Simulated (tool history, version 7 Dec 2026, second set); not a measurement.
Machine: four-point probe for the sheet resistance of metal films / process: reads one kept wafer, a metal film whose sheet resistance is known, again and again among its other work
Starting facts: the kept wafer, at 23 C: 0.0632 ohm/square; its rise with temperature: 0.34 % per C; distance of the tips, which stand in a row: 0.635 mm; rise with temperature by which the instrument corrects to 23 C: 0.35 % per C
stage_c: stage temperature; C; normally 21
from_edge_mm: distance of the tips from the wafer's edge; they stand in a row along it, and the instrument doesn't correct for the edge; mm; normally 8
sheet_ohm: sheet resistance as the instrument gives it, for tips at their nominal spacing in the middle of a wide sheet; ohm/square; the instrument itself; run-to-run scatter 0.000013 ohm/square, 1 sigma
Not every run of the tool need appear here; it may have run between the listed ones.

run,day,stage_c,from_edge_mm,sheet_ohm
1,0.000,21,8,0.063429
2,1.608,21,8,0.063423
3,4.971,21,8,0.063431
4,7.050,21,8,0.063440
5,8.679,21,8,0.063442
6,10.171,21,8,0.063447
7,12.371,21,8,0.063427
8,14.450,20,8,0.063424
9,17.629,21,48,0.063241
10,19.271,21,48,0.063233
11,21.012,25,8,0.063393
12,22.479,25,8,0.063384
13,25.062,25,8,0.063428
14,26.554,25,8,0.063402
15,29.904,29,13,0.063220
16,31.950,27,14,0.063227
17,35.154,27,14,0.063257
18,37.179,28,14,0.063234
19,39.000,26,11,0.063291
20,41.688,26,11,0.063279
21,44.796,26,11,0.063292
22,46.312,26,11,0.063295
23,48.475,18,45,0.063267
24,51.829,25,59,0.063203
25,53.512,20,5,0.063766
26,55.938,20,5,0.063757
27,58.154,22,3,0.064685

Alternative continuations, all from the tool just after run 27; predict every row:
A,60.738,18,8,?
B,60.738,25,7,?
C,60.738,20,48,?

run,sheet_ohm
A,0.063453
B,0.063461
C,0.063214
Had the tool no hidden state, the same runs would have come out as:
run,sheet_ohm
A,0.063448
B,0.063456
C,0.063210
